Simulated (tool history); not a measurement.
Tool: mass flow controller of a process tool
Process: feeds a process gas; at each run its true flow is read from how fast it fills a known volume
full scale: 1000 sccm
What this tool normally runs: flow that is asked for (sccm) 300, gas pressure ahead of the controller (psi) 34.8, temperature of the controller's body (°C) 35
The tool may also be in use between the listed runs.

| run | hour | flow that is asked for (sccm) | gas pressure ahead of the controller (psi) | temperature of the controller's body (°C) | true flow (%) |
|---|---|---|---|---|---|
| 1 | 0.0 | 300 | 34.8 | 35 | 97.03 |
| 2 | 198.1 | 300 | 34.8 | 35 | 96.92 |
| 3 | 309.7 | 300 | 34.8 | 35 | 96.84 |
| 4 | 451.2 | 300 | 34.8 | 37 | 97.07 |
| 5 | 611.1 | 300 | 34.8 | 37 | 97.18 |
| 6 | 739.2 | 478 | 34.8 | 35 | 98.26 |
| 7 | 841.2 | 300 | 34.8 | 35 | 96.58 |
| 8 | 1058.5 | 300 | 34.8 | 35 | 96.81 |
| 9 | 1188.4 | 300 | 34.8 | 35 | 96.55 |
| 10 | 1287.3 | 300 | 38.1 | 35 | 96.50 |
| 11 | 1454.0 | 250 | 34.8 | 35 | 95.93 |
| 12 | 1646.9 | 300 | 34.8 | 35 | 96.50 |
| 13 | 1747.8 | 300 | 34.8 | 35 | 96.61 |
| 14 | 1937.9 | 300 | 34.8 | 35 | 96.59 |
| 15 | 2136.8 | 300 | 34.8 | 35 | 96.52 |
| 16 | 2331.7 | 300 | 34.8 | 35 | 96.38 |
| 17 | 2468.9 | 300 | 34.8 | 35 | 96.32 |
| 18 | 2649.7 | 300 | 24.5 | 35 | 96.69 |
| 19 | 2828.3 | 300 | 22.2 | 35 | 96.66 |
| 20 | 2964.0 | 909 | 34.8 | 35 | 100.08 |
| 21 | 3193.1 | 909 | 34.8 | 35 | 100.02 |
| 22 | 3385.5 | 909 | 34.8 | 35 | 100.07 |
| 23 | 3603.7 | 707 | 34.8 | 35 | 99.17 |
| 24 | 3733.0 | 300 | 25.4 | 28 | 95.60 |
| 25 | 3913.1 | 300 | 36.1 | 31 | 95.55 |
| 26 | 4061.2 | 300 | 36.1 | 31 | 95.45 |
| 27 | 4232.7 | 300 | 39.7 | 29 | 95.25 |
| 28 | 4384.0 | 151 | 33.9 | 40 | 92.05 |
| 29 | 4604.6 | 386 | 21.9 | 35 | 97.33 |
| 30 | 4818.8 | 551 | 21.2 | 32 | 98.40 |
| 31 | 4941.5 | 300 | 37.7 | 35 | 95.65 |
| 32 | 5083.0 | 678 | 28.0 | 27 | 98.35 |
|  | 5184.3 | controller's zero set anew |
| 33 | 5232.8 | 300 | 26.0 | 33 | 99.87 |
| 34 | 5460.2 | 720 | 35.0 | 33 | 100.68 |
| 35 | 5652.8 | 720 | 35.0 | 33 | 100.49 |
| 36 | 5857.8 | 120 | 27.7 | 23 | 97.65 |
| 37 | 5986.7 | 224 | 23.2 | 37 | 99.90 |
| 38 | 6106.3 | 639 | 23.2 | 31 | 100.58 |
| 39 | 6229.6 | 118 | 35.0 | 31 | 97.98 |

What if the next run were any one of these 5? Each begins from the tool's condition after run 39:
| A | 6350.0 | 118 | 29.7 | 37 | ? |
| B | 6350.0 | 300 | 22.8 | 35 | ? |
| C | 6350.0 | 230 | 31.6 | 27 | ? |
| D | 6350.0 | 300 | 28.9 | 31 | ? |
| E | 6350.0 | 300 | 26.1 | 30 | ? |

| run | true flow (%) |
|---|---|
| A | 98.69 |
| B | 99.88 |
| C | 98.60 |
| D | 99.26 |
| E | 99.21 |
What these runs would have given with no unlogged condition in the tool:
| run | true flow (%) |
|---|---|
| A | 99.08 |
| B | 99.53 |
| C | 98.40 |
| D | 98.91 |
| E | 98.86 |
